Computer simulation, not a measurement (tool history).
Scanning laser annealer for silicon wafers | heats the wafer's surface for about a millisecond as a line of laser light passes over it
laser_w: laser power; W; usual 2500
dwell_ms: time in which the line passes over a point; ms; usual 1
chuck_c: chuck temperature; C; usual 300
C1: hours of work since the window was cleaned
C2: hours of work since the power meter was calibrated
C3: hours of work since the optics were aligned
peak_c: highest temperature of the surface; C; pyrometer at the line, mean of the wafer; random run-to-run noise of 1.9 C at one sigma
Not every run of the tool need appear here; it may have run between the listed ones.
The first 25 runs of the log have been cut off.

run 26 hour=177.6 | laser_w=2647 dwell_ms=1.24 chuck_c=295 | C1=318 C2=178 C3=318 | peak_c=1259
run 27 hour=183.3 | laser_w=2719 dwell_ms=0.76 chuck_c=316 | C1=321 C2=181 C3=321 | peak_c=1068
run 28 hour=193.3 | laser_w=2333 dwell_ms=1.23 chuck_c=300 | C1=327 C2=187 C3=327 | peak_c=1150
run 29 hour=198.5 | laser_w=2333 dwell_ms=1.23 chuck_c=337 | C1=330 C2=190 C3=330 | peak_c=1187
run 30 hour=207.7 | laser_w=2244 dwell_ms=0.92 chuck_c=300 | C1=335 C2=195 C3=335 | peak_c=1000
run 31 hour=212.2 | laser_w=2349 dwell_ms=0.71 chuck_c=297 | C1=337 C2=198 C3=337 | peak_c=929
run 32 hour=216.3 | laser_w=2349 dwell_ms=0.71 chuck_c=297 | C1=340 C2=200 C3=340 | peak_c=931
run 33 hour=221.5 | laser_w=2168 dwell_ms=0.89 chuck_c=296 | C1=343 C2=203 C3=343 | peak_c=961
run 34 hour=227.4 | laser_w=2168 dwell_ms=0.89 chuck_c=292 | C1=346 C2=206 C3=346 | peak_c=958
run 35 hour=232.6 | laser_w=2218 dwell_ms=1.08 chuck_c=318 | C1=349 C2=209 C3=349 | peak_c=1074
run 36 hour=236.7 | laser_w=2691 dwell_ms=0.91 chuck_c=267 | C1=351 C2=212 C3=351 | peak_c=1093
run 37 hour=241.6 | laser_w=2521 dwell_ms=1.15 chuck_c=300 | C1=354 C2=214 C3=354 | peak_c=1184
run 38 hour=246.9 | laser_w=2243 dwell_ms=1 chuck_c=294 | C1=357 C2=217 C3=357 | peak_c=1027
run 39 hour=256.4 | laser_w=2494 dwell_ms=1.18 chuck_c=300 | C1=363 C2=223 C3=363 | peak_c=1188
run 40 hour=264.9 | laser_w=2494 dwell_ms=1.18 chuck_c=300 | C1=367 C2=228 C3=367 | peak_c=1188

3 options for the next run, each taken on its own from the tool as it stands now. Forecast them:
run A hour=271.9 | laser_w=2544 dwell_ms=1 chuck_c=300 | C1=371 C2=232 C3=371 | peak_c=?
run B hour=271.9 | laser_w=2445 dwell_ms=0.78 chuck_c=273 | C1=371 C2=232 C3=371 | peak_c=?
run C hour=271.9 | laser_w=2168 dwell_ms=0.73 chuck_c=310 | C1=371 C2=232 C3=371 | peak_c=?

run=A peak_c=1125
run=B peak_c=966
run=C peak_c=905
Had the tool no hidden state, the same runs would have come out as:
run=A peak_c=1134
run=B peak_c=973
run=C peak_c=911
